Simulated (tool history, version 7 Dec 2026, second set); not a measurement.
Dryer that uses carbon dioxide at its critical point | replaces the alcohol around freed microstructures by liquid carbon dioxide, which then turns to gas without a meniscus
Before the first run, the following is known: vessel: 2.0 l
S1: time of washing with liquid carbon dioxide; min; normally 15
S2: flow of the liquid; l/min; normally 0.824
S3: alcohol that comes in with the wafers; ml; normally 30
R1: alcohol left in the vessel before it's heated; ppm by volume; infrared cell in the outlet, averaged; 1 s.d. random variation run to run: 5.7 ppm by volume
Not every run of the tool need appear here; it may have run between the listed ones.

{"run": 1, "hour": 0.0, "S1": 15, "S2": 0.824, "S3": 30, "R1": 230}
{"run": 2, "hour": 48.4, "S1": 15, "S2": 0.824, "S3": 30, "R1": 239}
{"run": 3, "hour": 93.9, "S1": 15, "S2": 0.83, "S3": 30, "R1": 245}
{"run": 4, "hour": 128.1, "S1": 15, "S2": 0.824, "S3": 30, "R1": 289}
{"run": 5, "hour": 157.5, "S1": 16, "S2": 0.824, "S3": 30, "R1": 235}
{"run": 6, "hour": 196.0, "S1": 15, "S2": 1.315, "S3": 30, "R1": 70}
{"run": 7, "hour": 217.9, "S1": 15, "S2": 0.824, "S3": 30, "R1": 333}
{"run": 8, "hour": 252.9, "S1": 15, "S2": 0.824, "S3": 30, "R1": 344}
{"run": 9, "hour": 286.7, "S1": 15, "S2": 0.824, "S3": 30, "R1": 368}
{"run": 10, "hour": 320.9, "S1": 15, "S2": 0.824, "S3": 30, "R1": 390}
{"hour": 354.9, "done": "inlet filter changed"}
{"run": 11, "hour": 362.4, "S1": 15, "S2": 0.994, "S3": 61, "R1": 211}
{"run": 12, "hour": 410.5, "S1": 15, "S2": 0.994, "S3": 61, "R1": 231}
{"run": 13, "hour": 447.6, "S1": 15, "S2": 0.994, "S3": 61, "R1": 254}
{"run": 14, "hour": 479.6, "S1": 14, "S2": 0.824, "S3": 30, "R1": 375}
{"run": 15, "hour": 522.3, "S1": 15, "S2": 0.599, "S3": 21, "R1": 655}
{"run": 16, "hour": 551.0, "S1": 15, "S2": 0.824, "S3": 20, "R1": 256}
{"hour": 569.0, "done": "purifier's bed changed"}
{"run": 17, "hour": 591.8, "S1": 15, "S2": 0.824, "S3": 20, "R1": 194}
{"run": 18, "hour": 643.8, "S1": 14, "S2": 0.638, "S3": 30, "R1": 991}

Below are 5 alternative next runs, each starting from the tool's condition after run 18. Predict each:
{"run": "A", "hour": 676.6, "S1": 15, "S2": 1.289, "S3": 30, "R1": "?"}
{"run": "B", "hour": 676.6, "S1": 16, "S2": 0.638, "S3": 26, "R1": "?"}
{"run": "C", "hour": 676.6, "S1": 15, "S2": 0.638, "S3": 50, "R1": "?"}
{"run": "D", "hour": 676.6, "S1": 10, "S2": 0.942, "S3": 43, "R1": "?"}
{"run": "E", "hour": 676.6, "S1": 14, "S2": 0.71, "S3": 29, "R1": "?"}

run=A R1=43
run=B R1=596
run=C R1=1398
run=D R1=1128
run=E R1=701
What these runs would have given with no unlogged condition in the tool:
run=A R1=17
run=B R1=359
run=C R1=877
run=D R1=698
run=E R1=429
